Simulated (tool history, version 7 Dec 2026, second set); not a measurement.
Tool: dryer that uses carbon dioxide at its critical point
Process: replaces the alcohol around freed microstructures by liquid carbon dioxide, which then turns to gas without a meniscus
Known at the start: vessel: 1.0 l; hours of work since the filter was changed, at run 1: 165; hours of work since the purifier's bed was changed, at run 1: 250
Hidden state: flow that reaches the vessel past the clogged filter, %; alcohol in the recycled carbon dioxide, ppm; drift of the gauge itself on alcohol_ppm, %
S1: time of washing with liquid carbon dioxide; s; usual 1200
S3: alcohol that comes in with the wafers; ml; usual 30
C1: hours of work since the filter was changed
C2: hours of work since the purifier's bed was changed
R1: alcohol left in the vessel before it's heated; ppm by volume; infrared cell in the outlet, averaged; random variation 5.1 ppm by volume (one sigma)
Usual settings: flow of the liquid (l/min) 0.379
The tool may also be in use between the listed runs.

Run 1, hour 0: usual settings; C1 165; C2 250. Result: R1 155 ppm by volume.
Run 2, hour 37.1: usual settings but S1 1140 s; C1 187; C2 273. Result: R1 187 ppm by volume.
Run 3, hour 66.3: usual settings; C1 205; C2 290. Result: R1 151 ppm by volume.
Run 4, hour 104.2: usual settings; C1 227; C2 313. Result: R1 163 ppm by volume.
Run 5, hour 154.7: usual settings; C1 258; C2 343. Result: R1 179 ppm by volume.
Run 6, hour 188.1: usual settings but S1 1020 s; C1 277; C2 363. Result: R1 340 ppm by volume.
Run 7, hour 228.1: usual settings but S1 1140 s, S3 26 ml; C1 301; C2 387. Result: R1 214 ppm by volume.
Run 8, hour 257.9: usual settings but S1 960 s, S3 56 ml; C1 319; C2 405. Result: R1 752 ppm by volume.
Run 9, hour 280: usual settings but S1 780 s, flow of the liquid (l/min) 0.367, S3 41 ml; C1 332; C2 418. Result: R1 1332 ppm by volume.
Run 10, hour 327.4: usual settings but S1 1680 s, flow of the liquid (l/min) 0.475, S3 41 ml; C1 361; C2 446. Result: R1 97 ppm by volume.
Run 11, hour 357.9: usual settings but S1 1680 s, flow of the liquid (l/min) 0.475, S3 41 ml; C1 379; C2 464. Result: R1 106 ppm by volume.
Run 12, hour 395: usual settings but S1 1680 s; C1 401; C2 486. Result: R1 120 ppm by volume.

3 ways to go on from here, each from the tool as it stands after run 12. What would each give?
At hour 415.2: inlet filter changed.
Run A, hour 442.5: usual settings but S1 1080 s; C1 16; C2 514. Result: R1 ?.
At hour 415.2: inlet filter changed.
Run B, hour 442.5: usual settings but S1 1620 s, flow of the liquid (l/min) 0.314; C1 16; C2 514. Result: R1 ?.
At hour 415.2: inlet filter changed.
Run C, hour 442.5: usual settings but S1 960 s, flow of the liquid (l/min) 0.569, S3 24 ml; C1 16; C2 514. Result: R1 ?.

run   R1
  A  234
  B  139
  C  131
Without the tool's hidden state the same runs would have given:
run   R1
  A  125
  B   34
  C   25
